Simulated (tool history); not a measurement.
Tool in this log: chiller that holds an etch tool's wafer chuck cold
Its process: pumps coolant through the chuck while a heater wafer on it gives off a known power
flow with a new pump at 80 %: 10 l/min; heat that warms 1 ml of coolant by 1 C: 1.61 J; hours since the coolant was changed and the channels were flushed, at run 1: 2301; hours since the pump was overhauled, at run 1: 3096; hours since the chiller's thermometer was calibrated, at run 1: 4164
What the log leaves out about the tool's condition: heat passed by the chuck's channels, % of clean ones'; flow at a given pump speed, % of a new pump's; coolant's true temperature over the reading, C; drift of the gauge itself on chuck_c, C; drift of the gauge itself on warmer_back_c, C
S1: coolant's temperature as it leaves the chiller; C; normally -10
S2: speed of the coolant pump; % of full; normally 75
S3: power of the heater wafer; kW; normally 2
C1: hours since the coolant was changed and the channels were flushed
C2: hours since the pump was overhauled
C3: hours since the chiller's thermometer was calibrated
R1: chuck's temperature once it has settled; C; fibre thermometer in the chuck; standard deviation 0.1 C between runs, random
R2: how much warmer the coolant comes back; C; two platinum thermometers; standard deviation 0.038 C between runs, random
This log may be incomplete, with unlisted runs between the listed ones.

run 1 hour=0 | S1=-10 S2=75 S3=2 | C1=2301 C2=3096 C3=4164 | R1=6.3 R2=9.03
run 2 hour=70.8 | S1=-10 S2=91 S3=2 | C1=2372 C2=3167 C3=4235 | R1=3.2 R2=7.28
run 3 hour=146.2 | S1=-10 S2=91 S3=2 | C1=2447 C2=3242 C3=4310 | R1=3.2 R2=7.3
run 4 hour=193.6 | S1=-10 S2=91 S3=2 | C1=2494 C2=3290 C3=4358 | R1=3.4 R2=7.28
run 5 hour=261.5 | S1=-10 S2=91 S3=2 | C1=2562 C2=3358 C3=4425 | R1=3.3 R2=7.29
run 6 hour=313.5 | S1=-10 S2=75 S3=2 | C1=2614 C2=3410 C3=4477 | R1=6.3 R2=9.21
run 7 hour=346.1 | S1=-10 S2=75 S3=2 | C1=2647 C2=3442 C3=4510 | R1=6.5 R2=9.11
run 8 hour=405.5 | S1=-10 S2=75 S3=2 | C1=2706 C2=3501 C3=4569 | R1=6.7 R2=9.23
run 9 hour=479.9 | S1=-10 S2=75 S3=2 | C1=2781 C2=3576 C3=4644 | R1=6.7 R2=9.15
run 10 hour=519.7 | S1=-10 S2=75 S3=2 | C1=2820 C2=3616 C3=4684 | R1=6.5 R2=9.26
run 11 hour=558.8 | S1=-10 S2=75 S3=2 | C1=2860 C2=3655 C3=4723 | R1=6.6 R2=9.24
run 12 hour=598.6 | S1=-12 S2=75 S3=2 | C1=2899 C2=3695 C3=4762 | R1=4.7 R2=9.24
run 13 hour=648.5 | S1=-12 S2=75 S3=2 | C1=2949 C2=3745 C3=4812 | R1=4.6 R2=9.29
run 14 hour=722.1 | S1=-10 S2=91 S3=2 | C1=3023 C2=3818 C3=4886 | R1=3.8 R2=7.48
run 15 hour=763.1 | S1=-10 S2=91 S3=2 | C1=3064 C2=3859 C3=4927 | R1=3.8 R2=7.51
run 16 hour=825.3 | S1=-19 S2=99 S3=1.473 | C1=3126 C2=3921 C3=4989 | R1=-9.9 R2=5.01
run 17 hour=869.2 | S1=-19 S2=89 S3=1.473 | C1=3170 C2=3965 C3=5033 | R1=-8.9 R2=5.68
run 18 hour=929.2 | S1=-19 S2=89 S3=1.473 | C1=3230 C2=4025 C3=5093 | R1=-9 R2=5.72
run 19 hour=1003.8 | S1=-19 S2=89 S3=1.473 | C1=3305 C2=4100 C3=5168 | R1=-9 R2=5.74
run 20 hour=1062 | S1=-15 S2=74 S3=2.304 | C1=3363 C2=4158 C3=5226 | R1=4.9 R2=11.03
run 21 hour=1114.3 | S1=-15 S2=74 S3=2.304 | C1=3415 C2=4210 C3=5278 | R1=5.1 R2=11.15
run 22 hour=1169.5 | S1=-15 S2=74 S3=2.304 | C1=3470 C2=4265 C3=5333 | R1=5 R2=11.1
run 23 hour=1225.1 | S1=-4 S2=74 S3=2.304 | C1=3526 C2=4321 C3=5389 | R1=16.1 R2=11.22
run 24 hour=1282.5 | S1=-4 S2=74 S3=2.304 | C1=3583 C2=4378 C3=5446 | R1=16.2 R2=11.25
run 25 hour=1320 | S1=-18 S2=64 S3=1.161 | C1=3621 C2=4416 C3=5484 | R1=-6.6 R2=6.68
run 26 hour=1363 | S1=-18 S2=64 S3=1.161 | C1=3664 C2=4459 C3=5527 | R1=-6.7 R2=6.72

Each row is a separate what-if for the run after 26, all from the same tool condition, not one after another. Results?
run A hour=1437.7 | S1=-18 S2=100 S3=1.161 | C1=3738 C2=4534 C3=5602 | R1=? R2=?
run B hour=1437.7 | S1=-1 S2=97 S3=2 | C1=3738 C2=4534 C3=5602 | R1=? R2=?
run C hour=1437.7 | S1=-10 S2=74 S3=2 | C1=3738 C2=4534 C3=5602 | R1=? R2=?

run=A R1=-11.1 R2=4.09
run=B R1=12.1 R2=7.21
run=C R1=7.6 R2=9.77
Without the tool's unlogged condition, the same runs would have read:
run=A R1=-11.7 R2=3.41
run=B R1=10.2 R2=5.99
run=C R1=4.9 R2=8.12
